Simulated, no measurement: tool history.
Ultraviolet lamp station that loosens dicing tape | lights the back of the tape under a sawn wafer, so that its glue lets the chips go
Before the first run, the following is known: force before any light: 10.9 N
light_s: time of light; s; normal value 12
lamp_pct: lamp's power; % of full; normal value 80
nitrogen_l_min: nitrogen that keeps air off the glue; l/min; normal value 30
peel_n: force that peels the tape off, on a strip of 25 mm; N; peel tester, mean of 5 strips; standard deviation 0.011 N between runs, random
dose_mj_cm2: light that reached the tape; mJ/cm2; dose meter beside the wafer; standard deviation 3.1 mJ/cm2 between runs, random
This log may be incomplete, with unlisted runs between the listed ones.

Run 1, day 0.000: usual settings. Result: peel_n 0.982 N, dose_mj_cm2 353 mJ/cm2.
Run 2, day 1.175: usual settings. Result: peel_n 1.019 N, dose_mj_cm2 354 mJ/cm2.
Run 3, day 2.821: usual settings but nitrogen_l_min 40 l/min. Result: peel_n 0.817 N, dose_mj_cm2 355 mJ/cm2.
Run 4, day 5.171: usual settings but nitrogen_l_min 57 l/min. Result: peel_n 0.611 N, dose_mj_cm2 341 mJ/cm2.
Run 5, day 6.921: usual settings but nitrogen_l_min 57 l/min. Result: peel_n 0.634 N, dose_mj_cm2 337 mJ/cm2.
Run 6, day 7.983: usual settings but nitrogen_l_min 57 l/min. Result: peel_n 0.654 N, dose_mj_cm2 331 mJ/cm2.
Run 7, day 9.783: usual settings but nitrogen_l_min 57 l/min. Result: peel_n 0.651 N, dose_mj_cm2 328 mJ/cm2.
At day 10.662: window cleaned of glue's vapour.
Run 8, day 12.267: usual settings. Result: peel_n 1.045 N, dose_mj_cm2 341 mJ/cm2.
Run 9, day 14.125: usual settings but light_s 16 s. Result: peel_n 0.544 N, dose_mj_cm2 447 mJ/cm2.
Run 10, day 16.046: usual settings but light_s 16 s. Result: peel_n 0.535 N, dose_mj_cm2 443 mJ/cm2.
Run 11, day 17.442: usual settings but light_s 16 s. Result: peel_n 0.600 N, dose_mj_cm2 441 mJ/cm2.
Run 12, day 19.567: usual settings but light_s 16 s. Result: peel_n 0.611 N, dose_mj_cm2 434 mJ/cm2.
At day 20.492: lamp changed.
Run 13, day 21.550: usual settings but light_s 16 s. Result: peel_n 0.232 N, dose_mj_cm2 615 mJ/cm2.
Run 14, day 23.254: usual settings but light_s 16 s. Result: peel_n 0.244 N, dose_mj_cm2 600 mJ/cm2.
Run 15, day 24.321: usual settings but light_s 16 s. Result: peel_n 0.256 N, dose_mj_cm2 601 mJ/cm2.
Run 16, day 26.092: usual settings but light_s 13 s. Result: peel_n 0.427 N, dose_mj_cm2 486 mJ/cm2.
Run 17, day 27.592: usual settings but light_s 13 s. Result: peel_n 0.458 N, dose_mj_cm2 472 mJ/cm2.
Run 18, day 29.450: usual settings. Result: peel_n 0.563 N, dose_mj_cm2 438 mJ/cm2.
Run 19, day 31.608: usual settings but lamp_pct 74 % of full. Result: peel_n 0.737 N, dose_mj_cm2 394 mJ/cm2.
Run 20, day 32.846: usual settings but lamp_pct 74 % of full. Result: peel_n 0.745 N, dose_mj_cm2 398 mJ/cm2.
Run 21, day 34.083: usual settings but lamp_pct 74 % of full. Result: peel_n 0.740 N, dose_mj_cm2 390 mJ/cm2.
Run 22, day 36.717: usual settings but lamp_pct 74 % of full. Result: peel_n 0.799 N, dose_mj_cm2 382 mJ/cm2.
At day 37.479: window cleaned of glue's vapour.
Run 23, day 38.975: usual settings but lamp_pct 74 % of full. Result: peel_n 0.723 N, dose_mj_cm2 405 mJ/cm2.
Run 24, day 40.654: usual settings but light_s 13 s, lamp_pct 62 % of full, nitrogen_l_min 13 l/min. Result: peel_n 1.841 N, dose_mj_cm2 364 mJ/cm2.
Run 25, day 42.892: usual settings but lamp_pct 63 % of full, nitrogen_l_min 47 l/min. Result: peel_n 0.766 N, dose_mj_cm2 330 mJ/cm2.
Run 26, day 45.012: usual settings but lamp_pct 63 % of full, nitrogen_l_min 47 l/min. Result: peel_n 0.778 N, dose_mj_cm2 321 mJ/cm2.
Run 27, day 46.338: usual settings but lamp_pct 63 % of full, nitrogen_l_min 47 l/min. Result: peel_n 0.816 N, dose_mj_cm2 324 mJ/cm2.
Run 28, day 47.396: usual settings but lamp_pct 90 % of full, nitrogen_l_min 36 l/min. Result: peel_n 0.432 N, dose_mj_cm2 459 mJ/cm2.
Run 29, day 48.875: usual settings but light_s 13 s, lamp_pct 75 % of full, nitrogen_l_min 10 l/min. Result: peel_n 1.813 N, dose_mj_cm2 417 mJ/cm2.
Run 30, day 50.654: usual settings but light_s 13 s, lamp_pct 75 % of full, nitrogen_l_min 10 l/min. Result: peel_n 1.833 N, dose_mj_cm2 411 mJ/cm2.
Run 31, day 52.204: usual settings but lamp_pct 74 % of full, nitrogen_l_min 13 l/min. Result: peel_n 1.881 N, dose_mj_cm2 368 mJ/cm2.
Run 32, day 53.492: usual settings but lamp_pct 76 % of full, nitrogen_l_min 20 l/min. Result: peel_n 1.233 N, dose_mj_cm2 372 mJ/cm2.
Run 33, day 54.708: usual settings but light_s 14 s, lamp_pct 85 % of full, nitrogen_l_min 18 l/min. Result: peel_n 0.744 N, dose_mj_cm2 486 mJ/cm2.
Run 34, day 56.517: usual settings but light_s 14 s, lamp_pct 85 % of full, nitrogen_l_min 18 l/min. Result: peel_n 0.792 N, dose_mj_cm2 481 mJ/cm2.
Run 35, day 58.125: usual settings but light_s 22 s, lamp_pct 70 % of full, nitrogen_l_min 14 l/min. Result: peel_n 0.565 N, dose_mj_cm2 610 mJ/cm2.
Run 36, day 59.717: usual settings but light_s 10 s, lamp_pct 70 % of full, nitrogen_l_min 13 l/min. Result: peel_n 2.831 N, dose_mj_cm2 275 mJ/cm2.
Run 37, day 62.304: usual settings but light_s 10 s, lamp_pct 81 % of full, nitrogen_l_min 58 l/min. Result: peel_n 0.734 N, dose_mj_cm2 316 mJ/cm2.
At day 64.196: window cleaned of glue's vapour.
Run 38, day 64.433: usual settings but light_s 10 s, lamp_pct 81 % of full, nitrogen_l_min 58 l/min. Result: peel_n 0.667 N, dose_mj_cm2 330 mJ/cm2.
Run 39, day 66.029: usual settings but light_s 11 s, lamp_pct 90 % of full. Result: peel_n 0.741 N, dose_mj_cm2 393 mJ/cm2.
Run 40, day 68.588: usual settings but light_s 11 s, lamp_pct 90 % of full. Result: peel_n 0.812 N, dose_mj_cm2 390 mJ/cm2.
Run 41, day 69.958: usual settings but light_s 11 s, lamp_pct 89 % of full. Result: peel_n 0.821 N, dose_mj_cm2 379 mJ/cm2.
Run 42, day 71.271: usual settings but light_s 11 s, lamp_pct 89 % of full. Result: peel_n 0.860 N, dose_mj_cm2 373 mJ/cm2.
Run 43, day 72.779: usual settings but nitrogen_l_min 60 l/min. Result: peel_n 0.500 N, dose_mj_cm2 368 mJ/cm2.
Run 44, day 74.779: usual settings but lamp_pct 74 % of full, nitrogen_l_min 60 l/min. Result: peel_n 0.637 N, dose_mj_cm2 335 mJ/cm2.

Here are 3 independent what-if runs from the current tool condition. What would each one return?
Run A, day 76.238: usual settings but nitrogen_l_min 23 l/min. Result: peel_n ?, dose_mj_cm2 ?.
Run B, day 76.238: usual settings but light_s 24 s, nitrogen_l_min 11 l/min. Result: peel_n ?, dose_mj_cm2 ?.
Run C, day 76.238: usual settings but lamp_pct 92 % of full, nitrogen_l_min 60 l/min. Result: peel_n ?, dose_mj_cm2 ?.

run  peel_n  dose_mj_cm2
  A   1.235          353
  B   0.491          713
  C   0.376          411
Had the tool no hidden state, the same runs would have come out as:
run  peel_n  dose_mj_cm2
  A   0.627          475
  B   0.228          955
  C   0.185          549
